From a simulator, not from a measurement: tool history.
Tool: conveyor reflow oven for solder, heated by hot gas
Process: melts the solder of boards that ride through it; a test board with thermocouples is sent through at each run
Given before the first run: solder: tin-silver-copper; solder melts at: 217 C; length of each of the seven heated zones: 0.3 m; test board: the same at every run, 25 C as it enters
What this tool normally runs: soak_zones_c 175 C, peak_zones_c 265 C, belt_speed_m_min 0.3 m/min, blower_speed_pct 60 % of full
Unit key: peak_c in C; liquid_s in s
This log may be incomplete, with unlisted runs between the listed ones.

run,hour,soak_zones_c,peak_zones_c,belt_speed_m_min,blower_speed_pct,peak_c,liquid_s
1,0,175,265,0.3,60,252.6,94.7
2,26.1,175,265,0.3,60,252.8,94.4
3,51.7,175,265,0.3,65,254.2,95.7
4,88,175,265,0.3,60,252.1,93.1
5,122.5,175,265,0.3,60,252.6,93.3
6,150.5,175,265,0.3,60,251.8,92.5
7,177.7,175,265,0.3,60,252.2,92.8
8,192.6,175,265,0.3,60,252.4,92.3
# hour 208.4: flux residue cleaned out of gas plates and filters
9,220.6,175,265,0.3,60,253.8,94.1
10,240.9,178,265,0.3,60,253.2,95.4
11,269.4,181,265,0.3,60,253.4,96.9
12,293.3,181,265,0.3,60,253.7,98.1
13,320,175,265,0.3,62,252.7,93.7
14,352.1,177,258,0.286,74,249.9,97.9
15,379,188,279,0.326,52,262.8,100.8
# hour 400.2: belt drive overhauled, speed set with a stopwatch
16,400.2,188,279,0.326,52,261,98.9
17,430.3,168,253,0.331,64,237.1,60.8
# hour 456.9: flux residue cleaned out of gas plates and filters
18,463.9,165,272,0.317,60,254.8,84.3
19,496.1,181,273,0.301,60,259.7,102.8
20,525.6,175,265,0.3,60,252.1,91.2
21,541,175,265,0.3,60,251.8,91.8
22,557,173,275,0.312,63,260,94.2
23,574.6,175,263,0.303,60,249.3,86.7
24,606,190,258,0.328,77,248.3,90.5
25,620.5,190,258,0.328,77,248.4,90
26,656.2,176,254,0.356,53,235,51.6

4 options for the next run, each taken on its own from the tool as it stands now. Forecast them:
A,678,173,254,0.356,53,?,?
B,678,176,254,0.356,65,?,?
C,678,181,265,0.321,60,?,?
D,678,166,265,0.3,76,?,?

run,peak_c,liquid_s
A,233.6,49
B,237.6,59.1
C,250,85.7
D,253.3,90.6
Without the tool's unlogged condition, the same runs would have read:
run,peak_c,liquid_s
A,235.3,52.6
B,239.5,62.5
C,251.7,87.9
D,255.3,93

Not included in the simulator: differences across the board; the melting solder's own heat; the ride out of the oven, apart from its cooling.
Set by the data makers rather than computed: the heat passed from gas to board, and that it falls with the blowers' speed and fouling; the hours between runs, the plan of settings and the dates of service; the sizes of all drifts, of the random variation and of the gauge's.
